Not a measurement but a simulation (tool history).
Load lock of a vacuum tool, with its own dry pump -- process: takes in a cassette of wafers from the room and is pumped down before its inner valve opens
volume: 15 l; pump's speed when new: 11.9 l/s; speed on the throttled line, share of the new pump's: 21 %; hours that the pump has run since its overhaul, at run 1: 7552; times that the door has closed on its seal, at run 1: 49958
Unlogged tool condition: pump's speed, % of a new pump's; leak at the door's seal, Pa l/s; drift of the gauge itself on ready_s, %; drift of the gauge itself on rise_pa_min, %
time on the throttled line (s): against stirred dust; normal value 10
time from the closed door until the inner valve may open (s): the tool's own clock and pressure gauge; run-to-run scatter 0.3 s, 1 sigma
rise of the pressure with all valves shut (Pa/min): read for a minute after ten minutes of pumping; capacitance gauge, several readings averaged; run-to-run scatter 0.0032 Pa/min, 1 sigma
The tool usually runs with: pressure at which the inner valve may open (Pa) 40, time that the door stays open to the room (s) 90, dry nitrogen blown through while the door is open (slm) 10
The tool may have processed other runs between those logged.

run    hour  time on the throttled line (s)  pressure at which the inner valve may open (Pa)  time that the door stays open to the room (s)  dry nitrogen blown through while the door is open (slm)  hours that the pump has run since its overhaul  times that the door has closed on its seal  incoming humidity of the room's air, %  time from the closed door until the inner valve may open (s)  rise of the pressure with all valves shut (Pa/min)
  1       0                              10                                               40                                             90                                                       10                                            7552                                       49958                                    47.8                                                          18.8                                               0.231
  2   177.5                              10                                               40                                             90                                                       10                                            7729                                       50467                                    47.2                                                            18                                               0.232
  3     388                              10                                               63                                             90                                                       10                                            7940                                       51070                                    43.3                                                          17.5                                               0.231
  4   597.2                              18                                               40                                             90                                                       10                                            8149                                       51669                                    44.6                                                          25.4                                               0.231
  5   816.8                              10                                               40                                             90                                                       10                                            8368                                       52298                                    47.2                                                          18.7                                               0.238
  6  1031.7                              10                                               40                                             90                                                       10                                            8583                                       52914                                      45                                                          18.7                                               0.243
  7  1182.9                              10                                               40                                             90                                                       10                                            8734                                       53347                                    46.9                                                            19                                               0.245
  8  1322.2                              10                                               40                                             90                                                       30                                            8874                                       53746                                    45.4                                                            19                                               0.207
  9  1509.9                              10                                               40                                             90                                                       30                                            9061                                       54284                                    48.4                                                          18.4                                               0.217
 10    1621                              10                                               40                                             90                                                       30                                            9173                                       54602                                    44.4                                                          18.7                                               0.208
 11  1809.1                              10                                               40                                             90                                                       30                                            9361                                       55141                                    43.9                                                          18.4                                               0.216
 12  1949.5                              10                                               40                                             90                                                       30                                            9501                                       55544                                    45.7                                                          18.5                                                0.22
 13  2045.5                              10                                               40                                             90                                                       30                                            9597                                       55819                                      44                                                          18.9                                               0.217
 14  2247.5                              10                                               40                                             90                                                       30                                            9799                                       56397                                    43.3                                                          18.5                                               0.215
     2385.2  -- door's seal changed, seat wiped
 15  2424.3                               7                                               40                                             90                                                       30                                            9974                                         112                                    48.3                                                          16.5                                               0.085
 16  2531.7                               7                                               40                                             90                                                       30                                           10082                                         420                                    42.9                                                          16.9                                               0.075
 17  2675.5                               7                                               40                                             90                                                       30                                           10226                                         832                                    43.4                                                          16.7                                               0.078
 18  2849.5                               7                                               40                                             90                                                       10                                           10400                                        1331                                    42.9                                                          16.9                                               0.112
 19    2943                               7                                               76                                             90                                                       10                                           10493                                        1598                                    47.7                                                          15.4                                               0.119
 20  3155.1                               7                                               76                                             90                                                       10                                           10705                                        2206                                    44.7                                                          15.6                                               0.114
 21  3339.7                               7                                               76                                             90                                                       10                                           10890                                        2735                                    46.2                                                          15.4                                               0.117
 22  3469.1                              18                                               56                                            212                                                       12                                           11019                                        3106                                    47.7                                                          25.1                                               0.163
 23    3632                              16                                               56                                            212                                                        6                                           11182                                        3573                                    46.2                                                          23.1                                               0.182
 24  3779.1                              11                                               54                                             90                                                       28                                           11329                                        3994                                    44.6                                                          19.5                                               0.086
 25  3961.3                               7                                               38                                             90                                                       10                                           11511                                        4516                                    45.6                                                          16.7                                                0.12
 26  4189.1                              10                                               41                                            149                                                       10                                           11739                                        5169                                      42                                                          18.9                                               0.134
 27  4417.2                              10                                               41                                            149                                                       10                                           11967                                        5822                                    47.5                                                          18.8                                               0.154
 28  4585.9                               6                                               40                                            140                                                       10                                           12136                                        6305                                    46.8                                                          16.4                                               0.147
 29  4771.9                               6                                               40                                            140                                                       10                                           12322                                        6838                                    44.9                                                            16                                               0.137
 30  4908.3                               6                                               40                                            140                                                       10                                           12458                                        7229                                    46.6                                                          16.5                                               0.147
 31  5094.1                               6                                               40                                            140                                                       10                                           12644                                        7761                                    41.4                                                          16.2                                               0.135
 32  5282.4                               6                                               40                                            140                                                       10                                           12832                                        8301                                    44.8                                                          15.9                                               0.141
 33  5450.1                              19                                               29                                             74                                                        7                                           13000                                        8781                                    47.1                                                          26.8                                               0.131
 34  5563.8                              19                                               29                                             74                                                        7                                           13114                                        9107                                    44.3                                                          26.3                                               0.123
 35  5666.2                              11                                               53                                             90                                                        6                                           13216                                        9400                                    46.3                                                          19.3                                               0.138
 36  5826.8                              19                                               67                                             90                                                       10                                           13377                                        9860                                    48.2                                                          25.8                                               0.131

Hidden condition of the tool, last listed run before each entry between runs versus first listed run after:
From run 14 to run 15: door's seal changed, seat wiped (hour 2385.2)
  pump's speed, % of a new pump's: 88.6 -> 88.4; leak at the door's seal, Pa l/s: 0.0371 -> 0.0022
  measured minus no-state result, time from the closed door until the inner valve may open (s): +1 -> +1.1; rise of the pressure with all valves shut (Pa/min): +0.139 -> +0.001
